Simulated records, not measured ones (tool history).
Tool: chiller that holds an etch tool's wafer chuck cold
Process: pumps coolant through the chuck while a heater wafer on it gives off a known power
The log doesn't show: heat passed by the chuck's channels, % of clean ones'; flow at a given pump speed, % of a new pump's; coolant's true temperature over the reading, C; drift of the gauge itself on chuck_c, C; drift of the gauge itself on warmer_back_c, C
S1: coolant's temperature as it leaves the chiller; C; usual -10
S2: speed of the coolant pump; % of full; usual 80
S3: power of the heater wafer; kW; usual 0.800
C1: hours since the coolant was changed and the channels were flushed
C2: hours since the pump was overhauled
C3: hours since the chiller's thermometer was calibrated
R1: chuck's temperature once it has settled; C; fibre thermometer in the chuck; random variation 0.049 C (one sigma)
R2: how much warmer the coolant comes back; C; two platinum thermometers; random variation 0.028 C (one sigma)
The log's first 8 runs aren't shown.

Run 9, hour 1230.2: usual settings but S2 74 % of full; C1 3919; C2 5423; C3 1403. Result: R1 -2.64 C, R2 3.51 C.
Run 10, hour 1324.5: usual settings but S2 74 % of full; C1 4013; C2 5518; C3 1497. Result: R1 -2.63 C, R2 3.56 C.
Run 11, hour 1400.9: usual settings; C1 4089; C2 5594; C3 1574. Result: R1 -3.06 C, R2 3.19 C.
Run 12, hour 1482.4: usual settings; C1 4171; C2 5676; C3 1655. Result: R1 -3.07 C, R2 3.20 C.
Run 13, hour 1647.9: usual settings; C1 4336; C2 5841; C3 1821. Result: R1 -3.11 C, R2 3.22 C.
Run 14, hour 1831.0: usual settings but S1 -16 C; C1 4520; C2 6024; C3 2004. Result: R1 -9.03 C, R2 3.27 C.
Run 15, hour 1970.9: usual settings but S1 -16 C; C1 4659; C2 6164; C3 2144. Result: R1 -9.09 C, R2 3.18 C.
Run 16, hour 2153.8: usual settings but S1 -16 C; C1 4842; C2 6347; C3 2326. Result: R1 -9.04 C, R2 3.28 C.
Run 17, hour 2305.0: usual settings but S2 79 % of full, S3 0.423 kW; C1 4994; C2 6498; C3 2478. Result: R1 -6.52 C, R2 1.77 C.
Run 18, hour 2391.7: usual settings but S2 79 % of full, S3 0.423 kW; C1 5080; C2 6585; C3 2564. Result: R1 -6.53 C, R2 1.76 C.
Run 19, hour 2490.8: usual settings but S2 79 % of full, S3 0.423 kW; C1 5179; C2 6684; C3 2663. Result: R1 -6.52 C, R2 1.74 C.
Run 20, hour 2635.0: usual settings but S2 67 % of full, S3 0.630 kW; C1 5324; C2 6828; C3 2808. Result: R1 -3.78 C, R2 3.13 C.
Run 21, hour 2763.5: usual settings but S2 67 % of full, S3 0.630 kW; C1 5452; C2 6957; C3 2936. Result: R1 -3.75 C, R2 3.17 C.
Run 22, hour 2841.0: usual settings but S2 67 % of full, S3 0.630 kW; C1 5530; C2 7034; C3 3014. Result: R1 -3.80 C, R2 3.12 C.
Run 23, hour 2923.8: usual settings but S1 -18 C, S2 97 % of full; C1 5612; C2 7117; C3 3097. Result: R1 -12.03 C, R2 2.66 C.
At hour 2934.1: chiller's thermometer calibrated.
Run 24, hour 3041.6: usual settings but S1 -11 C, S3 0.431 kW; C1 5729; C2 7234; C3 108. Result: R1 -6.99 C, R2 1.72 C.
Run 25, hour 3156.6: usual settings but S1 -11 C, S3 0.431 kW; C1 5844; C2 7349; C3 223. Result: R1 -7.12 C, R2 1.76 C.
Run 26, hour 3237.3: usual settings but S1 -11 C, S3 0.431 kW; C1 5925; C2 7430; C3 303. Result: R1 -6.96 C, R2 1.77 C.
Run 27, hour 3321.3: usual settings but S1 -11 C, S3 0.431 kW; C1 6009; C2 7514; C3 387. Result: R1 -6.98 C, R2 1.79 C.
Run 28, hour 3404.2: usual settings but S1 -11 C, S3 0.431 kW; C1 6092; C2 7597; C3 470. Result: R1 -7.21 C, R2 1.75 C.
Run 29, hour 3491.9: usual settings but S1 -2 C, S3 0.416 kW; C1 6179; C2 7684; C3 558. Result: R1 1.67 C, R2 1.70 C.
Run 30, hour 3617.3: usual settings but S1 -2 C, S2 72 % of full, S3 1.076 kW; C1 6305; C2 7810; C3 683. Result: R1 8.79 C, R2 4.96 C.
Run 31, hour 3697.1: usual settings but S1 -2 C, S2 72 % of full, S3 1.076 kW; C1 6385; C2 7889; C3 763. Result: R1 8.77 C, R2 5.02 C.

Forecast each of these 5 alternatives for the next run:
Run A, hour 3838.5: usual settings but S1 -2 C, S2 72 % of full, S3 0.791 kW; C1 6526; C2 8031; C3 904. Result: R1 ?, R2 ?.
Run B, hour 3838.5: usual settings but S1 -2 C, S2 72 % of full, S3 0.824 kW; C1 6526; C2 8031; C3 904. Result: R1 ?, R2 ?.
Run C, hour 3838.5: usual settings but S3 0.626 kW; C1 6526; C2 8031; C3 904. Result: R1 ?, R2 ?.
Run D, hour 3838.5: usual settings but S1 -2 C, S2 62 % of full, S3 1.076 kW; C1 6526; C2 8031; C3 904. Result: R1 ?, R2 ?.
Run E, hour 3838.5: usual settings but S1 -1 C; C1 6526; C2 8031; C3 904. Result: R1 ?, R2 ?.

run     R1    R2
  A   5.93  3.72
  B   6.24  3.81
  C  -4.23  2.59
  D  10.14  5.97
  E   6.37  3.34
Without the tool's hidden state the same runs would have given:
run     R1    R2
  A   4.99  3.31
  B   5.25  3.39
  C  -4.88  2.31
  D   8.64  5.31
  E   5.50  2.98
